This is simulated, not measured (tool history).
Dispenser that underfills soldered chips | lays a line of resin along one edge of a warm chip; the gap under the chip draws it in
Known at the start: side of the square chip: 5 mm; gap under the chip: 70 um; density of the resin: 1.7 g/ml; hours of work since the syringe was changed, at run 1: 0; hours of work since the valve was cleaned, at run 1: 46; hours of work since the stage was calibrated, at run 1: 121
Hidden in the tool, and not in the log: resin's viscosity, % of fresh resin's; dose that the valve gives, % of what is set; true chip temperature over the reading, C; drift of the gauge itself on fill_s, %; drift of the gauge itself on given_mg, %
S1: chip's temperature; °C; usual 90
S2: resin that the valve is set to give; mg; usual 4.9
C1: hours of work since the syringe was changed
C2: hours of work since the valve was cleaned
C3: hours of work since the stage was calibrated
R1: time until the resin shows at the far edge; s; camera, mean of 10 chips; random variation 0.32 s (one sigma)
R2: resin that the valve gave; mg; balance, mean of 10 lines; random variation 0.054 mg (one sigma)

| run | hour | S1 | S2 | C1 | C2 | C3 | R1 | R2 |
|---|---|---|---|---|---|---|---|---|
| 1 | 0 | 90 | 4.9 | 0 | 46 | 121 | 9.5 | 4.71 |
| 2 | 3.5 | 90 | 4.9 | 2 | 49 | 123 | 11 | 4.68 |
| 3 | 6.7 | 90 | 4.9 | 4 | 51 | 125 | 13.5 | 4.69 |
|  | 8.7 | new syringe of resin |
| 4 | 9.6 | 90 | 6.34 | 1 | 53 | 127 | 10.4 | 5.97 |
| 5 | 14.3 | 90 | 4.9 | 4 | 56 | 130 | 12.5 | 4.67 |
|  | 17.7 | new syringe of resin |
| 6 | 19.5 | 90 | 4.9 | 1 | 59 | 133 | 10.2 | 4.71 |
| 7 | 22.2 | 90 | 4.72 | 3 | 61 | 135 | 11.7 | 4.56 |
|  | 26.6 | new syringe of resin |
| 8 | 26.8 | 90 | 4.72 | 0 | 64 | 138 | 9.5 | 4.38 |
| 9 | 29 | 90 | 4.9 | 2 | 65 | 140 | 10.4 | 4.68 |
| 10 | 32.5 | 90 | 4.9 | 4 | 68 | 142 | 13 | 4.57 |
|  | 35.6 | new syringe of resin |
| 11 | 35.8 | 90 | 4.9 | 0 | 70 | 144 | 9.9 | 4.58 |
| 12 | 41.1 | 90 | 4.9 | 4 | 73 | 147 | 12 | 4.58 |
|  | 44.4 | new syringe of resin |
| 13 | 46.4 | 90 | 4.9 | 1 | 76 | 151 | 10.8 | 4.55 |
| 14 | 51.9 | 90 | 4.52 | 5 | 80 | 154 | 13.6 | 4.18 |
|  | 53.5 | new syringe of resin |
| 15 | 56 | 90 | 4.52 | 2 | 83 | 157 | 11.2 | 4.15 |
| 16 | 60 | 90 | 4.52 | 4 | 85 | 160 | 13 | 4.24 |
|  | 62.4 | new syringe of resin |
| 17 | 64.2 | 90 | 4.52 | 1 | 88 | 162 | 10.9 | 4.19 |
| 18 | 67.3 | 82 | 4.9 | 3 | 90 | 164 | 17.1 | 4.55 |
|  | 71.3 | new syringe of resin |
| 19 | 71.9 | 82 | 4.9 | 0 | 93 | 167 | 14.2 | 4.46 |
| 20 | 76.7 | 79 | 6.11 | 4 | 96 | 170 | 19.8 | 5.62 |
|  | 80 | new syringe of resin |
| 21 | 80 | 89 | 5.36 | 0 | 98 | 172 | 9.7 | 4.83 |
| 22 | 82.9 | 76 | 5.07 | 2 | 100 | 174 | 20.3 | 4.57 |
| 23 | 86 | 76 | 5.07 | 4 | 102 | 176 | 24.2 | 4.59 |
|  | 88.9 | new syringe of resin |
| 24 | 91.1 | 104 | 4.43 | 2 | 105 | 180 | 6.3 | 3.99 |
| 25 | 93.5 | 104 | 4.43 | 3 | 107 | 181 | 6.8 | 4.07 |
| 26 | 96.5 | 104 | 4.43 | 5 | 109 | 183 | 7.8 | 4 |
|  | 98 | new syringe of resin |
| 27 | 101.2 | 103 | 5.04 | 2 | 112 | 186 | 6.5 | 4.6 |
| 28 | 105.9 | 89 | 6.26 | 5 | 115 | 189 | 13.9 | 5.65 |
|  | 107 | new syringe of resin |
| 29 | 108.6 | 89 | 6.26 | 1 | 116 | 191 | 10.9 | 5.61 |
| 30 | 114 | 96 | 5 | 5 | 120 | 194 | 10.6 | 4.49 |
|  | 115.9 | new syringe of resin |
| 31 | 117.3 | 96 | 5 | 1 | 122 | 196 | 7.7 | 4.5 |
| 32 | 122.4 | 80 | 6.31 | 4 | 125 | 200 | 20.3 | 5.63 |
|  | 124.9 | new syringe of resin |
|  | 127 | dispensing valve cleaned and set on the balance |
| 33 | 128.7 | 90 | 5.07 | 2 | 1 | 203 | 11 | 5.08 |
| 34 | 131.8 | 81 | 5.39 | 4 | 3 | 205 | 19.1 | 5.42 |
|  | 134.7 | new syringe of resin |
| 35 | 135.4 | 81 | 5.39 | 1 | 5 | 207 | 14.7 | 5.27 |
| 36 | 139.3 | 86 | 4.26 | 3 | 8 | 210 | 13.7 | 4.3 |

Hidden state at the last listed run before each entry between runs and at the first one after, where it differs:
Between runs 3 and 4: new syringe of resin (hour 8.7)
  resin's viscosity, % of fresh resin's: 134 -> 104.8; dose that the valve gives, % of what is set: 95.4 -> 95.24; true chip temperature over the reading, C: 0.4 -> 0.41
  measured less the result without the state, R1: +3.2 -> +0.3 s; R2: -0.22 -> -0.3 mg
Between runs 5 and 6: new syringe of resin (hour 17.7)
  resin's viscosity, % of fresh resin's: 129.3 -> 110.5; dose that the valve gives, % of what is set: 94.98 -> 94.72; true chip temperature over the reading, C: 0.42 -> 0.44
  measured less the result without the state, R1: +2.7 -> +0.9 s; R2: -0.24 -> -0.26 mg
Between runs 7 and 8: new syringe of resin (hour 26.6)
  resin's viscosity, % of fresh resin's: 124.9 -> 100.3; dose that the valve gives, % of what is set: 94.57 -> 94.31; true chip temperature over the reading, C: 0.45 -> 0.46
  measured less the result without the state, R1: +2.3 -> -0.1 s; R2: -0.25 -> -0.26 mg
Between runs 10 and 11: new syringe of resin (hour 35.6)
  resin's viscosity, % of fresh resin's: 130.3 -> 100.2; dose that the valve gives, % of what is set: 93.97 -> 93.8; true chip temperature over the reading, C: 0.47 -> 0.48
  measured less the result without the state, R1: +2.8 -> -0.2 s; R2: -0.29 -> -0.3 mg
Between runs 12 and 13: new syringe of resin (hour 44.4)
  resin's viscosity, % of fresh resin's: 127.2 -> 112; dose that the valve gives, % of what is set: 93.53 -> 93.23; true chip temperature over the reading, C: 0.5 -> 0.51
  measured less the result without the state, R1: +2.5 -> +1 s; R2: -0.32 -> -0.34 mg
Between runs 14 and 15: new syringe of resin (hour 53.5)
  resin's viscosity, % of fresh resin's: 143.6 -> 110.3; dose that the valve gives, % of what is set: 92.91 -> 92.68; true chip temperature over the reading, C: 0.53 -> 0.54
  measured less the result without the state, R1: +4.1 -> +0.9 s; R2: -0.32 -> -0.34 mg
Between runs 16 and 17: new syringe of resin (hour 62.4)
  resin's viscosity, % of fresh resin's: 131.7 -> 109.1; dose that the valve gives, % of what is set: 92.45 -> 92.23; true chip temperature over the reading, C: 0.55 -> 0.56
  measured less the result without the state, R1: +3.1 -> +0.8 s; R2: -0.34 -> -0.35 mg
Between runs 18 and 19: new syringe of resin (hour 71.3)
  resin's viscosity, % of fresh resin's: 125.1 -> 101; dose that the valve gives, % of what is set: 92.05 -> 91.8; true chip temperature over the reading, C: 0.57 -> 0.58
  measured less the result without the state, R1: +3.2 -> -0.1 s; R2: -0.39 -> -0.41 mg
Between runs 20 and 21: new syringe of resin (hour 80)
  resin's viscosity, % of fresh resin's: 125.3 -> 99.4; dose that the valve gives, % of what is set: 91.52 -> 91.34
  measured less the result without the state, R1: +3.5 -> -0.2 s; R2: -0.52 -> -0.46 mg
Between runs 23 and 24: new syringe of resin (hour 88.9)
  resin's viscosity, % of fresh resin's: 130.2 -> 110.6; dose that the valve gives, % of what is set: 91 -> 90.73; true chip temperature over the reading, C: 0.62 -> 0.63
  measured less the result without the state, R1: +5.2 -> +0.5 s; R2: -0.45 -> -0.41 mg
Between runs 26 and 27: new syringe of resin (hour 98)
  resin's viscosity, % of fresh resin's: 141.2 -> 116.6; dose that the valve gives, % of what is set: 90.41 -> 90.15; true chip temperature over the reading, C: 0.65 -> 0.66
  measured less the result without the state, R1: +2.2 -> +0.8 s; R2: -0.43 -> -0.5 mg
Between runs 28 and 29: new syringe of resin (hour 107)
  resin's viscosity, % of fresh resin's: 143.8 -> 108.3; dose that the valve gives, % of what is set: 89.85 -> 89.7; true chip temperature over the reading, C: 0.67 -> 0.68
  measured less the result without the state, R1: +4 -> +0.5 s; R2: -0.64 -> -0.65 mg
Between runs 30 and 31: new syringe of resin (hour 115.9)
  resin's viscosity, % of fresh resin's: 138.4 -> 107.4; dose that the valve gives, % of what is set: 89.41 -> 89.22; true chip temperature over the reading, C: 0.69 -> 0.7
  measured less the result without the state, R1: +2.7 -> +0.4 s; R2: -0.53 -> -0.54 mg
Between runs 32 and 33: new syringe of resin (hour 124.9); dispensing valve cleaned and set on the balance (hour 127)
  resin's viscosity, % of fresh resin's: 135.6 -> 113.6; dose that the valve gives, % of what is set: 88.94 -> 99.76; true chip temperature over the reading, C: 0.72 -> 0.73
  measured less the result without the state, R1: +4.9 -> +1 s; R2: -0.69 -> -0.01 mg
Between runs 34 and 35: new syringe of resin (hour 134.7)
  resin's viscosity, % of fresh resin's: 130.8 -> 101.5; dose that the valve gives, % of what is set: 99.58 -> 99.4; true chip temperature over the reading, C: 0.74 -> 0.75
  measured less the result without the state, R1: +3.9 -> -0.3 s; R2: -0.02 -> -0.03 mg

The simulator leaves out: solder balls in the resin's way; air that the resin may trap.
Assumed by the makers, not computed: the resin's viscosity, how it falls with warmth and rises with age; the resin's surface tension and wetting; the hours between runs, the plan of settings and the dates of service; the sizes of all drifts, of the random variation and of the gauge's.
